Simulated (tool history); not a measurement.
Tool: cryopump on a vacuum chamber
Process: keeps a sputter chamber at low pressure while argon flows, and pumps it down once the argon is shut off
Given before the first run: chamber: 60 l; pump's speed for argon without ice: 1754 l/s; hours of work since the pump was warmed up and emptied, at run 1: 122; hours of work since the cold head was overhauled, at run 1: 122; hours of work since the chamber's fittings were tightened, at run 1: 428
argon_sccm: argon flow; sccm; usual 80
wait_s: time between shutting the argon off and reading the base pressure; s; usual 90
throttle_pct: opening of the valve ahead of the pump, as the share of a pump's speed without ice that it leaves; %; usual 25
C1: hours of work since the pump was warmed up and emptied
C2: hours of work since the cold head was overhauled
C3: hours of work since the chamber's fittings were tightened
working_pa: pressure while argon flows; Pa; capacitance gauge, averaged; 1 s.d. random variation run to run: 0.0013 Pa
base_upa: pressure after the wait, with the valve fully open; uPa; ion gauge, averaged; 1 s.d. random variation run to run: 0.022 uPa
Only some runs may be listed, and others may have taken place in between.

Run 1, hour 0: usual settings; C1 122; C2 122; C3 428. Result: working_pa 0.311 Pa, base_upa 0.68 uPa.
Run 2, hour 13.3: usual settings; C1 127; C2 127; C3 433. Result: working_pa 0.3119 Pa, base_upa 0.69 uPa.
Run 3, hour 23.7: usual settings; C1 132; C2 132; C3 438. Result: working_pa 0.3123 Pa, base_upa 0.7 uPa.
Run 4, hour 32.1: usual settings; C1 135; C2 135; C3 441. Result: working_pa 0.3159 Pa, base_upa 0.67 uPa.
Run 5, hour 46.5: usual settings but throttle_pct 41 %; C1 141; C2 141; C3 447. Result: working_pa 0.1918 Pa, base_upa 0.7 uPa.
Run 6, hour 54.6: usual settings but throttle_pct 41 %; C1 145; C2 145; C3 451. Result: working_pa 0.1925 Pa, base_upa 0.7 uPa.
Run 7, hour 62.3: usual settings; C1 148; C2 148; C3 454. Result: working_pa 0.3127 Pa, base_upa 0.71 uPa.
Run 8, hour 73.1: usual settings; C1 152; C2 152; C3 459. Result: working_pa 0.3153 Pa, base_upa 0.64 uPa.
Run 9, hour 85.8: usual settings; C1 158; C2 158; C3 464. Result: working_pa 0.3126 Pa, base_upa 0.71 uPa.
Run 10, hour 98.9: usual settings but throttle_pct 41 %; C1 163; C2 163; C3 469. Result: working_pa 0.1945 Pa, base_upa 0.69 uPa.
Run 11, hour 109.9: usual settings but throttle_pct 39 %; C1 168; C2 168; C3 474. Result: working_pa 0.205 Pa, base_upa 0.73 uPa.
Run 12, hour 116.6: usual settings but throttle_pct 39 %; C1 171; C2 171; C3 477. Result: working_pa 0.2041 Pa, base_upa 0.71 uPa.
Run 13, hour 130.2: usual settings; C1 177; C2 177; C3 483. Result: working_pa 0.3149 Pa, base_upa 0.68 uPa.
Run 14, hour 144.7: usual settings but wait_s 151 s; C1 183; C2 183; C3 489. Result: working_pa 0.3143 Pa, base_upa 0.52 uPa.
Run 15, hour 157.8: usual settings; C1 188; C2 188; C3 494. Result: working_pa 0.3142 Pa, base_upa 0.71 uPa.
Run 16, hour 171.3: usual settings; C1 194; C2 194; C3 500. Result: working_pa 0.3165 Pa, base_upa 0.7 uPa.
Run 17, hour 179.9: usual settings; C1 197; C2 197; C3 503. Result: working_pa 0.3149 Pa, base_upa 0.7 uPa.
Run 18, hour 189.9: usual settings but argon_sccm 63 sccm, wait_s 60 s, throttle_pct 38 %; C1 202; C2 202; C3 508. Result: working_pa 0.1655 Pa, base_upa 0.93 uPa.
Run 19, hour 204.1: usual settings but argon_sccm 37 sccm, wait_s 163 s, throttle_pct 20 %; C1 208; C2 208; C3 514. Result: working_pa 0.1817 Pa, base_upa 0.57 uPa.
Run 20, hour 216.6: usual settings but argon_sccm 37 sccm, wait_s 163 s, throttle_pct 20 %; C1 213; C2 213; C3 519. Result: working_pa 0.1814 Pa, base_upa 0.49 uPa.
Run 21, hour 229.2: usual settings but argon_sccm 104 sccm, wait_s 55 s, throttle_pct 45 %; C1 218; C2 218; C3 524. Result: working_pa 0.2336 Pa, base_upa 0.97 uPa.
Run 22, hour 239: usual settings but argon_sccm 104 sccm, wait_s 55 s, throttle_pct 45 %; C1 222; C2 222; C3 528. Result: working_pa 0.2318 Pa, base_upa 0.95 uPa.
Run 23, hour 247.4: usual settings but argon_sccm 68 sccm, wait_s 30 s, throttle_pct 17 %; C1 226; C2 226; C3 532. Result: working_pa 0.3934 Pa, base_upa 1.56 uPa.
Run 24, hour 257.5: usual settings but argon_sccm 37 sccm, wait_s 78 s, throttle_pct 23 %; C1 230; C2 230; C3 536. Result: working_pa 0.1589 Pa, base_upa 0.71 uPa.
Run 25, hour 271.4: usual settings but argon_sccm 37 sccm, wait_s 78 s, throttle_pct 23 %; C1 236; C2 236; C3 542. Result: working_pa 0.1585 Pa, base_upa 0.73 uPa.
Run 26, hour 283.8: usual settings but argon_sccm 37 sccm, wait_s 78 s, throttle_pct 23 %; C1 241; C2 241; C3 547. Result: working_pa 0.1595 Pa, base_upa 0.78 uPa.
Run 27, hour 297.4: usual settings but argon_sccm 37 sccm, wait_s 78 s, throttle_pct 23 %; C1 247; C2 247; C3 553. Result: working_pa 0.1604 Pa, base_upa 0.8 uPa.
Run 28, hour 310.9: usual settings but argon_sccm 34 sccm, throttle_pct 35 %; C1 253; C2 253; C3 559. Result: working_pa 0.0974 Pa, base_upa 0.73 uPa.
Run 29, hour 323: usual settings but argon_sccm 154 sccm, throttle_pct 32 %; C1 258; C2 258; C3 564. Result: working_pa 0.4839 Pa, base_upa 0.73 uPa.
Run 30, hour 336.6: usual settings but argon_sccm 72 sccm, wait_s 244 s, throttle_pct 30 %; C1 263; C2 263; C3 569. Result: working_pa 0.2404 Pa, base_upa 0.47 uPa.
Run 31, hour 351.7: usual settings but argon_sccm 72 sccm, wait_s 244 s, throttle_pct 30 %; C1 270; C2 270; C3 576. Result: working_pa 0.241 Pa, base_upa 0.47 uPa.
Run 32, hour 363.1: usual settings but wait_s 261 s, throttle_pct 29 %; C1 275; C2 275; C3 581. Result: working_pa 0.2759 Pa, base_upa 0.46 uPa.
Run 33, hour 376.7: usual settings but argon_sccm 62 sccm, wait_s 252 s, throttle_pct 18 %; C1 280; C2 280; C3 586. Result: working_pa 0.3412 Pa, base_upa 0.49 uPa.
Run 34, hour 391.4: usual settings but argon_sccm 53 sccm, wait_s 210 s, throttle_pct 44 %; C1 286; C2 286; C3 592. Result: working_pa 0.1236 Pa, base_upa 0.52 uPa.

Each row is a separate what-if for the run after 34, all from the same tool condition, not one after another. Results?
Run A, hour 400.1: usual settings but argon_sccm 105 sccm, wait_s 48 s, throttle_pct 40 %; C1 290; C2 290; C3 596. Result: working_pa ?, base_upa ?.
Run B, hour 400.1: usual settings but argon_sccm 53 sccm, wait_s 27 s, throttle_pct 44 %; C1 290; C2 290; C3 596. Result: working_pa ?, base_upa ?.
Run C, hour 400.1: usual settings but argon_sccm 73 sccm, wait_s 210 s, throttle_pct 44 %; C1 290; C2 290; C3 596. Result: working_pa ?, base_upa ?.
Run D, hour 400.1: usual settings but argon_sccm 51 sccm, wait_s 38 s, throttle_pct 35 %; C1 290; C2 290; C3 596. Result: working_pa ?, base_upa ?.
Run E, hour 400.1: usual settings but argon_sccm 53 sccm, wait_s 88 s, throttle_pct 50 %; C1 290; C2 290; C3 596. Result: working_pa ?, base_upa ?.

run  working_pa  base_upa
  A      0.2709       1.1
  B      0.1224      1.67
  C      0.1712      0.46
  D      0.1468      1.36
  E        0.11      0.76
With no hidden state in the tool, these same runs would have given:
run  working_pa  base_upa
  A      0.2551      0.96
  B      0.1146      1.53
  C      0.1603      0.32
  D      0.1392      1.21
  E      0.1022      0.62
